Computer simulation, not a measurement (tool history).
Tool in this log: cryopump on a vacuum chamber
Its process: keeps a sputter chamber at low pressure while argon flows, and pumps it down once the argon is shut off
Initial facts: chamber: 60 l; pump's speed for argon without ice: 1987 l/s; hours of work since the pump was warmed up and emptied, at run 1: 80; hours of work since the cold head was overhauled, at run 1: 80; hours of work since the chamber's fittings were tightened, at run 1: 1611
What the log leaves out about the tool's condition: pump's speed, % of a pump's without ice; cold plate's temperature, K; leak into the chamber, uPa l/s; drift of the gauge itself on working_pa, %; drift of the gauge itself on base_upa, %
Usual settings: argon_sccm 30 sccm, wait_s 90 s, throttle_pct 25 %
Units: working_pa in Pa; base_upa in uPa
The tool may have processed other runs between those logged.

run	hour	argon_sccm	wait_s	throttle_pct	hours of work since the pump was warmed up and emptied	hours of work since the cold head was overhauled	hours of work since the chamber's fittings were tightened	working_pa	base_upa
1	0.0	30	90	25	80	80	1611	0.1020	1.05
2	11.9	30	90	25	91	91	1621	0.1022	1.09
# hour 24.5: leaking fittings of the chamber tightened, without venting
3	35.5	30	90	25	110	110	10	0.1036	0.39
4	59.7	30	90	25	132	132	31	0.1039	0.38
5	72.4	27	90	25	143	143	43	0.0931	0.41
6	85.9	27	90	25	155	155	55	0.0931	0.39
7	107.1	27	90	25	174	174	74	0.0927	0.39
8	119.1	27	90	25	185	185	84	0.0933	0.40
9	129.1	30	39	25	194	194	93	0.1034	0.61
10	145.5	30	31	25	208	208	108	0.1037	0.75
11	156.1	20	90	25	218	218	117	0.0690	0.44
12	172.1	30	202	25	232	232	131	0.1037	0.40
13	195.4	43	204	25	253	253	152	0.1483	0.34
14	217.2	12	31	56	272	272	172	0.0194	0.75
15	233.0	30	90	22	286	286	186	0.1181	0.50
16	244.6	53	90	22	297	297	196	0.2096	0.46
17	254.7	34	87	44	306	306	205	0.0674	0.48

Consider 4 possible next runs. They are alternatives, not a sequence: every one starts from the tool as it was left by run 17. What does each give?
A	268.4	26	237	51	318	318	217	?	?
B	268.4	50	70	44	318	318	217	?	?
C	268.4	25	112	39	318	318	217	?	?
D	268.4	34	87	32	318	318	217	?	?

run	working_pa	base_upa
A	0.0448	0.36
B	0.1000	0.54
C	0.0565	0.46
D	0.0922	0.51
Take away the tool's hidden state, keep each run's random variation, and the runs would have read:
run	working_pa	base_upa
A	0.0429	0.20
B	0.0963	0.38
C	0.0547	0.30
D	0.0896	0.34

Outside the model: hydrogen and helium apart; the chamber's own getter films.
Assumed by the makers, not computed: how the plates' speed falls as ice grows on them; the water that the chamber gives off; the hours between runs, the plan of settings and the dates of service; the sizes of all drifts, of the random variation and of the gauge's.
